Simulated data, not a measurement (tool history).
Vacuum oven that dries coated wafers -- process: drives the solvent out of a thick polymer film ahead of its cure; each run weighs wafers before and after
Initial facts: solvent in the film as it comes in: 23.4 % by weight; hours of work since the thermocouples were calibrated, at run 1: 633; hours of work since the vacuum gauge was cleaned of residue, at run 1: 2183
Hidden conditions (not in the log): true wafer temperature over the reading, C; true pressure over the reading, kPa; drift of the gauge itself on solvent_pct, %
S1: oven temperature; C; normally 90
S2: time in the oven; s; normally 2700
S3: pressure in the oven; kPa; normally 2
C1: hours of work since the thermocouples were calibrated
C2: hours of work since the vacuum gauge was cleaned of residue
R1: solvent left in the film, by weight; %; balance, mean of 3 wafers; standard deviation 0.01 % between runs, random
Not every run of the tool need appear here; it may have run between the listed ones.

{"run": 1, "hour": 0.0, "S1": 90, "S2": 2700, "S3": 2, "C1": 633, "C2": 2183, "R1": 4.04}
{"run": 2, "hour": 115.7, "S1": 90, "S2": 2700, "S3": 2, "C1": 725, "C2": 2275, "R1": 4.02}
{"run": 3, "hour": 218.1, "S1": 90, "S2": 2700, "S3": 2, "C1": 806, "C2": 2357, "R1": 4.03}
{"hour": 238.4, "done": "oven's thermocouples calibrated"}
{"run": 4, "hour": 283.6, "S1": 90, "S2": 2700, "S3": 2, "C1": 36, "C2": 2407, "R1": 4.34}
{"run": 5, "hour": 348.1, "S1": 90, "S2": 2700, "S3": 2, "C1": 87, "C2": 2458, "R1": 4.31}
{"hour": 419.9, "done": "vacuum gauge cleaned of residue and calibrated"}
{"run": 6, "hour": 439.0, "S1": 86, "S2": 2700, "S3": 2, "C1": 158, "C2": 15, "R1": 5.05}
{"run": 7, "hour": 491.6, "S1": 98, "S2": 2700, "S3": 2, "C1": 200, "C2": 57, "R1": 2.16}
{"run": 8, "hour": 586.7, "S1": 80, "S2": 2700, "S3": 2, "C1": 276, "C2": 133, "R1": 6.94}
{"run": 9, "hour": 660.5, "S1": 80, "S2": 2700, "S3": 2, "C1": 334, "C2": 191, "R1": 6.93}
{"run": 10, "hour": 780.3, "S1": 90, "S2": 2700, "S3": 2, "C1": 429, "C2": 286, "R1": 3.91}
{"run": 11, "hour": 870.8, "S1": 90, "S2": 2700, "S3": 2, "C1": 501, "C2": 358, "R1": 3.87}
{"run": 12, "hour": 962.4, "S1": 90, "S2": 2700, "S3": 2, "C1": 574, "C2": 431, "R1": 3.87}
{"run": 13, "hour": 1021.2, "S1": 90, "S2": 2700, "S3": 2, "C1": 621, "C2": 478, "R1": 3.85}
{"run": 14, "hour": 1081.3, "S1": 90, "S2": 2700, "S3": 2, "C1": 669, "C2": 525, "R1": 3.84}
{"run": 15, "hour": 1211.5, "S1": 90, "S2": 2700, "S3": 2, "C1": 772, "C2": 629, "R1": 3.81}
{"hour": 1268.9, "done": "oven's thermocouples calibrated"}
{"run": 16, "hour": 1303.6, "S1": 90, "S2": 2700, "S3": 2.33, "C1": 28, "C2": 701, "R1": 4.15}
{"run": 17, "hour": 1386.6, "S1": 80, "S2": 2700, "S3": 2, "C1": 94, "C2": 766, "R1": 7.07}
{"run": 18, "hour": 1446.1, "S1": 90, "S2": 1440, "S3": 3.91, "C1": 141, "C2": 814, "R1": 8.58}
{"run": 19, "hour": 1563.3, "S1": 81, "S2": 3420, "S3": 6.91, "C1": 234, "C2": 907, "R1": 7.86}
{"run": 20, "hour": 1632.4, "S1": 88, "S2": 2280, "S3": 6.91, "C1": 289, "C2": 962, "R1": 7.43}
{"run": 21, "hour": 1728.1, "S1": 88, "S2": 2280, "S3": 6.91, "C1": 365, "C2": 1038, "R1": 7.4}
{"run": 22, "hour": 1801.9, "S1": 104, "S2": 4560, "S3": 5.52, "C1": 423, "C2": 1096, "R1": 1.64}
{"run": 23, "hour": 1881.2, "S1": 90, "S2": 1680, "S3": 5.15, "C1": 486, "C2": 1159, "R1": 7.87}
{"run": 24, "hour": 1954.5, "S1": 104, "S2": 4080, "S3": 3.67, "C1": 545, "C2": 1218, "R1": 1.21}
{"run": 25, "hour": 2029.4, "S1": 90, "S2": 1980, "S3": 1.42, "C1": 604, "C2": 1277, "R1": 5.51}
{"run": 26, "hour": 2102.2, "S1": 104, "S2": 1800, "S3": 5.6, "C1": 662, "C2": 1335, "R1": 3.54}
{"run": 27, "hour": 2176.1, "S1": 86, "S2": 2640, "S3": 2, "C1": 721, "C2": 1394, "R1": 5.14}
{"run": 28, "hour": 2259.4, "S1": 89, "S2": 2460, "S3": 5.12, "C1": 787, "C2": 1460, "R1": 5.88}
{"hour": 2301.5, "done": "oven's thermocouples calibrated"}
{"run": 29, "hour": 2336.7, "S1": 97, "S2": 2100, "S3": 2.09, "C1": 28, "C2": 1520, "R1": 3.63}
{"run": 30, "hour": 2394.3, "S1": 97, "S2": 3240, "S3": 1.07, "C1": 74, "C2": 1565, "R1": 1.54}
{"run": 31, "hour": 2476.9, "S1": 97, "S2": 3240, "S3": 1.07, "C1": 139, "C2": 1631, "R1": 1.54}
{"run": 32, "hour": 2606.0, "S1": 97, "S2": 3060, "S3": 1.07, "C1": 242, "C2": 1734, "R1": 1.7}
{"run": 33, "hour": 2713.4, "S1": 97, "S2": 3060, "S3": 1.07, "C1": 327, "C2": 1819, "R1": 1.7}

4 ways to go on from here, each from the tool as it stands after run 33. What would each give?
{"run": "A", "hour": 2770.1, "S1": 91, "S2": 2580, "S3": 3.04, "C1": 372, "C2": 1864, "R1": "?"}
{"run": "B", "hour": 2770.1, "S1": 93, "S2": 2820, "S3": 1.29, "C1": 372, "C2": 1864, "R1": "?"}
{"run": "C", "hour": 2770.1, "S1": 104, "S2": 1380, "S3": 2, "C1": 372, "C2": 1864, "R1": "?"}
{"run": "D", "hour": 2770.1, "S1": 83, "S2": 3060, "S3": 1.07, "C1": 372, "C2": 1864, "R1": "?"}

run=A R1=4.35
run=B R1=2.81
run=C R1=4.13
run=D R1=4.85
With the hidden condition removed and each run's random variation left untouched, the same runs would have given:
run=A R1=4.23
run=B R1=2.68
run=C R1=4.1
run=D R1=4.68
